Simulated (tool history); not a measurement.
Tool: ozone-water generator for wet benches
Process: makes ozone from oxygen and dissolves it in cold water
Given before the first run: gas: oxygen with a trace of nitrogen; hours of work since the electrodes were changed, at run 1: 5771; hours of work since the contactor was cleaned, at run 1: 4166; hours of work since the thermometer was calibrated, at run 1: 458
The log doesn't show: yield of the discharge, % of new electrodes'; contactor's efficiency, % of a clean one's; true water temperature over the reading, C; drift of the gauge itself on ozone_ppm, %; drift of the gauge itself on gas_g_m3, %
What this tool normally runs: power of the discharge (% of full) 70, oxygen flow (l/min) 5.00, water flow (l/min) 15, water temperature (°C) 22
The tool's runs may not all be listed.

run	day	power of the discharge (% of full)	oxygen flow (l/min)	water flow (l/min)	water temperature (°C)	hours of work since the electrodes were changed	hours of work since the contactor was cleaned	hours of work since the thermometer was calibrated	dissolved ozone (ppm)	ozone in the gas ahead of the water (g/m3)
1	0.000	70	5.00	15	22	5771	4166	458	23.8	201.2
2	8.329	70	5.00	15	22	5905	4300	592	23.7	200.2
3	13.283	70	5.00	15	22	5984	4380	671	23.2	198.1
4	22.162	70	5.00	15	22	6127	4523	814	23.4	197.8
5	28.917	70	5.00	15	22	6236	4631	923	23.1	197.3
6	36.762	70	5.00	15	22	6362	4757	1049	23.4	197.9
7	44.917	70	5.00	15	22	6493	4888	1180	23.3	196.8
8	51.662	70	5.00	11	22	6601	4997	1288	28.4	194.4
9	57.096	70	2.98	15	22	6688	5084	1376	24.4	271.6
10	62.808	70	2.98	15	22	6780	5176	1467	24.2	269.5
11	67.296	70	5.00	15	22	6852	5248	1540	23.1	196.0
12	71.621	70	5.00	15	28	6922	5317	1609	20.7	193.3
13	75.254	100	5.00	15	28	6980	5376	1667	24.6	230.5
14	82.021	45	5.00	15	22	7089	5485	1776	18.2	155.7
15	86.779	45	5.00	15	22	7166	5561	1853	18.1	154.8
16	92.796	70	5.00	15	22	7262	5658	1949	22.6	190.9
# day 99.183: contactor cleaned
17	101.825	72	5.00	15	29	7405	42	2092	20.9	193.6
18	110.575	46	5.02	15	15	7545	183	2232	21.4	154.7
19	115.271	46	5.02	15	15	7621	259	2308	21.3	155.1
20	122.133	65	3.84	24	23	7731	369	2418	14.8	218.2
21	129.496	65	3.84	24	23	7849	487	2536	15.0	214.5
22	136.008	70	3.44	11	15	7954	592	2641	33.8	240.5
23	140.808	70	5.41	11	15	8031	669	2718	31.3	177.8
24	147.242	70	3.00	23	16	8135	772	2822	17.2	263.1
25	153.346	69	3.00	23	15	8233	870	2920	16.9	258.0
26	157.433	69	3.00	23	15	8298	936	2985	16.8	257.8
27	166.058	70	4.51	11	21	8437	1075	3124	29.1	197.8
28	172.875	70	4.51	11	21	8547	1184	3234	28.5	196.0
29	177.400	95	4.98	11	19	8619	1257	3306	33.5	217.1
30	182.304	68	5.60	11	15	8698	1336	3385	30.4	168.5
31	187.017	68	5.60	11	15	8774	1412	3461	30.6	169.1
32	191.046	85	5.00	15	16	8839	1476	3526	26.8	202.4

4 options for the next run, each taken on its own from the tool as it stands now. Forecast them:
A	195.967	75	2.91	22	22	8918	1555	3605	?	?
B	195.967	78	5.00	15	22	8918	1555	3605	?	?
C	195.967	62	4.33	21	16	8918	1555	3605	?	?
D	195.967	45	5.00	17	16	8918	1555	3605	?	?

run	dissolved ozone (ppm)	ozone in the gas ahead of the water (g/m3)
A	16.9	272.9
B	23.2	192.3
C	17.2	192.6
D	17.9	149.2
The same runs, with their run-to-run variation unchanged, on a tool lacking any hidden condition would have given:
run	dissolved ozone (ppm)	ozone in the gas ahead of the water (g/m3)
A	21.2	336.0
B	29.2	238.0
C	21.1	232.4
D	21.3	174.2

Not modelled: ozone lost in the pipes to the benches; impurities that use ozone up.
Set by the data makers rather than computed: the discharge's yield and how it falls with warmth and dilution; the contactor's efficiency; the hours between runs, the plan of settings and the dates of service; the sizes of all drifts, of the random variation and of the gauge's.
